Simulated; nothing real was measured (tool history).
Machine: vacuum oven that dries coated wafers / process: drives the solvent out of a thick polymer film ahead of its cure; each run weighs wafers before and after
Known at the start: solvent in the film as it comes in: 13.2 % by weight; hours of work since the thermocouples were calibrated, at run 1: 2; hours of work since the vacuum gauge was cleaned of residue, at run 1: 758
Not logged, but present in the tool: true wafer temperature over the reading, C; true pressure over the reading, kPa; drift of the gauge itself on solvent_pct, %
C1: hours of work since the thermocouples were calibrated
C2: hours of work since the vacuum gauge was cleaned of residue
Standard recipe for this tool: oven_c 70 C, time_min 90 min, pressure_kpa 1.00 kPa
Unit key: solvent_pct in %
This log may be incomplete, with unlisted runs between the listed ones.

Run 1, hour 0.0: usual settings; C1 2; C2 758. Result: solvent_pct 0.99 %.
Run 2, hour 82.8: usual settings; C1 58; C2 814. Result: solvent_pct 1.07 %.
Run 3, hour 130.0: usual settings; C1 90; C2 846. Result: solvent_pct 1.07 %.
Run 4, hour 178.9: usual settings; C1 123; C2 879. Result: solvent_pct 1.06 %.
Run 5, hour 241.3: usual settings; C1 165; C2 922. Result: solvent_pct 1.08 %.
Run 6, hour 320.7: usual settings; C1 219; C2 975. Result: solvent_pct 1.13 %.
Run 7, hour 377.9: usual settings; C1 258; C2 1014. Result: solvent_pct 1.08 %.
Run 8, hour 431.8: usual settings; C1 295; C2 1051. Result: solvent_pct 1.12 %.
Run 9, hour 490.5: usual settings; C1 335; C2 1091. Result: solvent_pct 1.13 %.
Run 10, hour 572.7: usual settings; C1 390; C2 1147. Result: solvent_pct 1.17 %.
Run 11, hour 629.9: usual settings; C1 429; C2 1185. Result: solvent_pct 1.19 %.
Run 12, hour 706.3: usual settings but pressure_kpa 1.13 kPa; C1 481; C2 1237. Result: solvent_pct 1.21 %.
Run 13, hour 776.4: usual settings but oven_c 65 C, time_min 87 min, pressure_kpa 3.49 kPa; C1 529; C2 1285. Result: solvent_pct 2.80 %.
Run 14, hour 848.4: usual settings but oven_c 65 C, time_min 87 min, pressure_kpa 3.49 kPa; C1 577; C2 1334. Result: solvent_pct 2.83 %.
Run 15, hour 897.8: usual settings but oven_c 75 C, time_min 78 min, pressure_kpa 1.61 kPa; C1 611; C2 1367. Result: solvent_pct 1.09 %.
Run 16, hour 935.9: usual settings but oven_c 75 C, time_min 78 min, pressure_kpa 1.61 kPa; C1 637; C2 1393. Result: solvent_pct 1.11 %.
Run 17, hour 1006.2: usual settings but oven_c 79 C, pressure_kpa 1.26 kPa; C1 685; C2 1441. Result: solvent_pct 0.57 %.
Run 18, hour 1074.2: usual settings but oven_c 76 C, pressure_kpa 0.63 kPa; C1 731; C2 1487. Result: solvent_pct 0.59 %.
Run 19, hour 1121.5: usual settings but time_min 132 min, pressure_kpa 3.67 kPa; C1 763; C2 1519. Result: solvent_pct 1.51 %.
Run 20, hour 1199.6: usual settings but oven_c 65 C, time_min 61 min, pressure_kpa 3.67 kPa; C1 816; C2 1572. Result: solvent_pct 4.03 %.

Pick out some run-to-run changes in solvent_pct. Of each, how much would a tool without hidden state show as well, from the settings, what came in and chance, and how much is left for the hidden state and any gauge scatter not in both results compared?
Run 14 -> 15: oven_c 65 -> 75, time_min 87 -> 78, pressure_kpa 3.49 -> 1.61. solvent_pct -1.74 %: hidden state -0.13, all else -1.61.
Run 19 -> 20: oven_c 70 -> 65, time_min 132 -> 61. solvent_pct +2.52 %: hidden state +0.21, all else +2.31.

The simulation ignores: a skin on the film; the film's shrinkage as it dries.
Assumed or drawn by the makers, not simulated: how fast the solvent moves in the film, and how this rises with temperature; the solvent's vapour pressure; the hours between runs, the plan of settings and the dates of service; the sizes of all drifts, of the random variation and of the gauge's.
